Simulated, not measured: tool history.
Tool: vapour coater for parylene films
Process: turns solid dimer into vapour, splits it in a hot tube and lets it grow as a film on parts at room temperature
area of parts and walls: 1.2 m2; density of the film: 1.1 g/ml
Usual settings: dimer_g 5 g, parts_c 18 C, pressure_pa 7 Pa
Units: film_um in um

{"run": 1, "day": 0.0, "dimer_g": 5, "parts_c": 18, "pressure_pa": 7, "film_um": 1.7}
{"run": 2, "day": 1.533, "dimer_g": 4, "parts_c": 18, "pressure_pa": 7, "film_um": 1.33}
{"run": 3, "day": 2.429, "dimer_g": 2, "parts_c": 18, "pressure_pa": 7, "film_um": 0.69}
{"run": 4, "day": 3.646, "dimer_g": 5, "parts_c": 18, "pressure_pa": 7, "film_um": 1.71}
{"run": 5, "day": 4.842, "dimer_g": 5, "parts_c": 18, "pressure_pa": 10.99, "film_um": 1.49}
{"run": 6, "day": 5.854, "dimer_g": 5, "parts_c": 18, "pressure_pa": 10.99, "film_um": 1.5}
{"run": 7, "day": 7.112, "dimer_g": 5, "parts_c": 18, "pressure_pa": 10.99, "film_um": 1.48}
{"run": 8, "day": 7.888, "dimer_g": 5, "parts_c": 18, "pressure_pa": 10.99, "film_um": 1.52}
{"run": 9, "day": 9.121, "dimer_g": 5, "parts_c": 13, "pressure_pa": 10.99, "film_um": 1.66}
{"run": 10, "day": 9.838, "dimer_g": 5, "parts_c": 13, "pressure_pa": 10.99, "film_um": 1.62}
{"run": 11, "day": 10.504, "dimer_g": 5, "parts_c": 13, "pressure_pa": 10.99, "film_um": 1.63}
{"run": 12, "day": 12.067, "dimer_g": 5, "parts_c": 13, "pressure_pa": 10.99, "film_um": 1.64}
{"day": 12.192, "done": "table's thermometer calibrated"}
{"run": 13, "day": 13.267, "dimer_g": 5, "parts_c": 13, "pressure_pa": 10.4, "film_um": 1.68}
{"run": 14, "day": 14.429, "dimer_g": 5, "parts_c": 18, "pressure_pa": 7, "film_um": 1.66}
{"run": 15, "day": 15.346, "dimer_g": 5, "parts_c": 18, "pressure_pa": 7, "film_um": 1.65}
{"run": 16, "day": 16.521, "dimer_g": 5, "parts_c": 18, "pressure_pa": 7, "film_um": 1.62}
{"run": 17, "day": 17.533, "dimer_g": 5, "parts_c": 18, "pressure_pa": 7, "film_um": 1.62}
{"run": 18, "day": 19.075, "dimer_g": 5, "parts_c": 18, "pressure_pa": 7, "film_um": 1.62}
{"run": 19, "day": 19.758, "dimer_g": 5, "parts_c": 12, "pressure_pa": 4.84, "film_um": 1.95}
{"day": 20.446, "done": "table's thermometer calibrated, once more"}
{"run": 20, "day": 21.0, "dimer_g": 5, "parts_c": 29, "pressure_pa": 5.82, "film_um": 1.32}
{"run": 21, "day": 21.917, "dimer_g": 5, "parts_c": 29, "pressure_pa": 5.82, "film_um": 1.33}
{"run": 22, "day": 22.671, "dimer_g": 8, "parts_c": 12, "pressure_pa": 2.35, "film_um": 3.71}
{"run": 23, "day": 23.875, "dimer_g": 8, "parts_c": 12, "pressure_pa": 2.35, "film_um": 3.67}
{"run": 24, "day": 25.121, "dimer_g": 7, "parts_c": 18, "pressure_pa": 7.25, "film_um": 2.17}
{"day": 25.492, "done": "trap's valve overhauled"}
{"run": 25, "day": 26.396, "dimer_g": 4, "parts_c": 10, "pressure_pa": 5.8, "film_um": 1.74}
{"run": 26, "day": 27.942, "dimer_g": 4, "parts_c": 10, "pressure_pa": 5.8, "film_um": 1.7}
{"run": 27, "day": 28.95, "dimer_g": 4, "parts_c": 10, "pressure_pa": 5.8, "film_um": 1.66}
{"run": 28, "day": 29.654, "dimer_g": 5, "parts_c": 29, "pressure_pa": 4.6, "film_um": 1.51}
{"run": 29, "day": 30.525, "dimer_g": 6, "parts_c": 14, "pressure_pa": 2.82, "film_um": 2.74}
{"run": 30, "day": 31.217, "dimer_g": 6, "parts_c": 26, "pressure_pa": 2.82, "film_um": 2.18}
{"run": 31, "day": 32.196, "dimer_g": 4, "parts_c": 26, "pressure_pa": 2.89, "film_um": 1.45}
{"run": 32, "day": 33.679, "dimer_g": 5, "parts_c": 12, "pressure_pa": 5.5, "film_um": 1.99}
{"run": 33, "day": 34.762, "dimer_g": 5, "parts_c": 29, "pressure_pa": 5.5, "film_um": 1.45}
{"run": 34, "day": 35.596, "dimer_g": 4, "parts_c": 27, "pressure_pa": 7, "film_um": 1.12}
{"run": 35, "day": 36.596, "dimer_g": 4, "parts_c": 27, "pressure_pa": 7, "film_um": 1.14}
{"run": 36, "day": 38.021, "dimer_g": 7, "parts_c": 19, "pressure_pa": 3.97, "film_um": 2.63}

4 ways to go on from here, each from the tool as it stands after run 36. What would each give?
{"run": "A", "day": 39.375, "dimer_g": 4, "parts_c": 18, "pressure_pa": 2.26, "film_um": "?"}
{"run": "B", "day": 39.375, "dimer_g": 8, "parts_c": 24, "pressure_pa": 3.9, "film_um": "?"}
{"run": "C", "day": 39.375, "dimer_g": 9, "parts_c": 19, "pressure_pa": 4.74, "film_um": "?"}
{"run": "D", "day": 39.375, "dimer_g": 3, "parts_c": 18, "pressure_pa": 7.9, "film_um": "?"}

run=A film_um=1.75
run=B film_um=2.77
run=C film_um=3.18
run=D film_um=0.94
Without the tool's hidden state the same runs would have given:
run=A film_um=1.81
run=B film_um=2.87
run=C film_um=3.3
run=D film_um=0.98

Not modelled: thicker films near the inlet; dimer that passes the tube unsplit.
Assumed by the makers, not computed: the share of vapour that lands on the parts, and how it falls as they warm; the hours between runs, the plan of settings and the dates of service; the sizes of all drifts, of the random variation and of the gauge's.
